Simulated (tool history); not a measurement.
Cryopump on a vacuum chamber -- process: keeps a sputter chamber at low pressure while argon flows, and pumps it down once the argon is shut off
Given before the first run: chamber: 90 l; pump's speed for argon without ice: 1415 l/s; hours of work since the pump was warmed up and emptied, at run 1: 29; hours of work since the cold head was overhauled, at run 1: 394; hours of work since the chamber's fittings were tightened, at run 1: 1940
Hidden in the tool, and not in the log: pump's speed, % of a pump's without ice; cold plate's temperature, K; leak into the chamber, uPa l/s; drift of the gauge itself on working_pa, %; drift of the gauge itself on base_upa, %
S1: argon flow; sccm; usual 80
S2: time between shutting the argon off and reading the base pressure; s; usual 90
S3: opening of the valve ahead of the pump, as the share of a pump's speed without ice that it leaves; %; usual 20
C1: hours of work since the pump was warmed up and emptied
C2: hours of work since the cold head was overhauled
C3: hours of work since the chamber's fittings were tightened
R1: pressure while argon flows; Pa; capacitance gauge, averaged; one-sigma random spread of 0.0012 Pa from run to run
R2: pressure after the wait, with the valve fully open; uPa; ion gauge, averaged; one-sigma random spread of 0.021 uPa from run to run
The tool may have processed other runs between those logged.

run 1 hour=0.0 | S1=80 S2=90 S3=20 | C1=29 C2=394 C3=1940 | R1=0.4807 R2=1.36
run 2 hour=17.9 | S1=80 S2=90 S3=20 | C1=39 C2=403 C3=1950 | R1=0.4798 R2=1.31
run 3 hour=42.1 | S1=80 S2=35 S3=20 | C1=52 C2=416 C3=1962 | R1=0.4813 R2=1.82
run 4 hour=58.5 | S1=80 S2=139 S3=20 | C1=60 C2=425 C3=1971 | R1=0.4825 R2=1.28
run 5 hour=94.3 | S1=80 S2=74 S3=20 | C1=79 C2=444 C3=1990 | R1=0.4818 R2=1.43
run 6 hour=110.8 | S1=80 S2=74 S3=20 | C1=88 C2=453 C3=1999 | R1=0.4837 R2=1.43
run 7 hour=138.8 | S1=80 S2=90 S3=20 | C1=103 C2=467 C3=2014 | R1=0.4844 R2=1.39
run 8 hour=159.7 | S1=80 S2=90 S3=20 | C1=114 C2=479 C3=2025 | R1=0.4826 R2=1.43
run 9 hour=189.3 | S1=80 S2=38 S3=20 | C1=130 C2=494 C3=2041 | R1=0.4856 R2=1.86
run 10 hour=208.6 | S1=80 S2=38 S3=20 | C1=140 C2=505 C3=2051 | R1=0.4855 R2=1.79
run 11 hour=236.2 | S1=80 S2=38 S3=20 | C1=155 C2=519 C3=2066 | R1=0.4831 R2=1.87
run 12 hour=272.7 | S1=80 S2=38 S3=20 | C1=174 C2=539 C3=2085 | R1=0.4872 R2=1.90
run 13 hour=298.4 | S1=80 S2=90 S3=36 | C1=188 C2=552 C3=2099 | R1=0.2758 R2=1.51
run 14 hour=334.2 | S1=80 S2=90 S3=36 | C1=207 C2=572 C3=2118 | R1=0.2767 R2=1.53
run 15 hour=366.1 | S1=80 S2=33 S3=20 | C1=224 C2=589 C3=2135 | R1=0.4885 R2=2.07
run 16 hour=386.9 | S1=111 S2=248 S3=33 | C1=235 C2=600 C3=2146 | R1=0.4180 R2=1.38
run 17 hour=408.3 | S1=111 S2=248 S3=33 | C1=247 C2=611 C3=2157 | R1=0.4193 R2=1.39
run 18 hour=442.0 | S1=36 S2=27 S3=45 | C1=264 C2=629 C3=2175 | R1=0.1023 R2=2.26
run 19 hour=469.5 | S1=153 S2=25 S3=45 | C1=279 C2=644 C3=2190 | R1=0.4334 R2=2.29
run 20 hour=507.8 | S1=80 S2=90 S3=33 | C1=300 C2=664 C3=2210 | R1=0.3035 R2=1.63
run 21 hour=542.3 | S1=37 S2=282 S3=21 | C1=318 C2=682 C3=2229 | R1=0.2179 R2=1.44
run 22 hour=574.9 | S1=92 S2=35 S3=26 | C1=335 C2=700 C3=2246 | R1=0.4415 R2=2.14
-- hour=605.8 pump warmed up, emptied and cooled again
run 23 hour=610.4 | S1=92 S2=35 S3=26 | C1=2 C2=716 C3=2262 | R1=0.4235 R2=1.95
run 24 hour=632.5 | S1=105 S2=35 S3=26 | C1=14 C2=728 C3=2274 | R1=0.4852 R2=1.93
run 25 hour=657.2 | S1=105 S2=35 S3=26 | C1=27 C2=741 C3=2287 | R1=0.4863 R2=1.94
run 26 hour=682.9 | S1=80 S2=90 S3=42 | C1=41 C2=754 C3=2301 | R1=0.2305 R2=1.48
run 27 hour=717.1 | S1=141 S2=22 S3=36 | C1=59 C2=773 C3=2319 | R1=0.4748 R2=2.36

4 options for the next run, each taken on its own from the tool as it stands now. Forecast them:
run A hour=751.5 | S1=71 S2=29 S3=33 | C1=78 C2=791 C3=2337 | R1=? R2=?
run B hour=751.5 | S1=60 S2=53 S3=20 | C1=78 C2=791 C3=2337 | R1=? R2=?
run C hour=751.5 | S1=141 S2=22 S3=43 | C1=78 C2=791 C3=2337 | R1=? R2=?
run D hour=751.5 | S1=80 S2=90 S3=38 | C1=78 C2=791 C3=2337 | R1=? R2=?

run=A R1=0.2623 R2=2.14
run=B R1=0.3617 R2=1.77
run=C R1=0.4011 R2=2.32
run=D R1=0.2575 R2=1.53
With no hidden state in the tool, these same runs would have given:
run=A R1=0.2578 R2=1.10
run=B R1=0.3579 R2=0.71
run=C R1=0.3921 R2=1.30
run=D R1=0.2524 R2=0.49
